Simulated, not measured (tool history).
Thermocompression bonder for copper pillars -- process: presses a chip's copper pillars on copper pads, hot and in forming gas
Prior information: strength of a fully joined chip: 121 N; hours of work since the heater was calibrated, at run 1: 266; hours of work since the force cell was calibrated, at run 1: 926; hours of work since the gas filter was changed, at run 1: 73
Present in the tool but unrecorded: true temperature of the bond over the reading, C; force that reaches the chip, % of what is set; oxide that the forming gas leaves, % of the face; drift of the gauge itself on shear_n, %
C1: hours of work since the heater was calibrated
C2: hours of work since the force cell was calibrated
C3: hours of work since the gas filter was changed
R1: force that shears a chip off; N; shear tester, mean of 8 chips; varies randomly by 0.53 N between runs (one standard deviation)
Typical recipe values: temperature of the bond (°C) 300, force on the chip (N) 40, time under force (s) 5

run 1 hour=0 | temperature_of_the_bond_(°C)=300 force_on_the_chip_(N)=40 time_under_force_(s)=5 | C1=266 C2=926 C3=73 | R1=67.2
run 2 hour=11.3 | temperature_of_the_bond_(°C)=300 force_on_the_chip_(N)=40 time_under_force_(s)=5 | C1=274 C2=934 C3=81 | R1=67.4
run 3 hour=20.4 | temperature_of_the_bond_(°C)=300 force_on_the_chip_(N)=40 time_under_force_(s)=5 | C1=280 C2=940 C3=87 | R1=67
run 4 hour=26.7 | temperature_of_the_bond_(°C)=300 force_on_the_chip_(N)=40 time_under_force_(s)=5 | C1=285 C2=944 C3=92 | R1=66.5
run 5 hour=33.4 | temperature_of_the_bond_(°C)=300 force_on_the_chip_(N)=40 time_under_force_(s)=5 | C1=289 C2=949 C3=96 | R1=66.6
run 6 hour=43.2 | temperature_of_the_bond_(°C)=300 force_on_the_chip_(N)=40 time_under_force_(s)=5 | C1=296 C2=956 C3=103 | R1=65.9
-- hour=45.5 force cell calibrated
run 7 hour=55 | temperature_of_the_bond_(°C)=298 force_on_the_chip_(N)=35 time_under_force_(s)=6 | C1=303 C2=7 C3=110 | R1=59
run 8 hour=63.4 | temperature_of_the_bond_(°C)=298 force_on_the_chip_(N)=35 time_under_force_(s)=6 | C1=309 C2=12 C3=116 | R1=58
run 9 hour=71.6 | temperature_of_the_bond_(°C)=306 force_on_the_chip_(N)=41 time_under_force_(s)=6 | C1=315 C2=18 C3=122 | R1=73
run 10 hour=79.3 | temperature_of_the_bond_(°C)=306 force_on_the_chip_(N)=41 time_under_force_(s)=6 | C1=320 C2=24 C3=127 | R1=72.4
run 11 hour=86.4 | temperature_of_the_bond_(°C)=306 force_on_the_chip_(N)=41 time_under_force_(s)=6 | C1=325 C2=28 C3=132 | R1=71.9

Entry by entry between the runs, the difference in hidden state between the last listed run before and the first listed run after:
From run 6 to run 7: force cell calibrated (hour 45.5)
  true temperature of the bond over the reading, C: -3.2 -> -3.3; force that reaches the chip, % of what is set: 95.1 -> 92.8; oxide that the forming gas leaves, % of the face: 4.2 -> 4.46
  the result without the hidden state subtracted from the measured one, R1: -7.6 -> -9 N
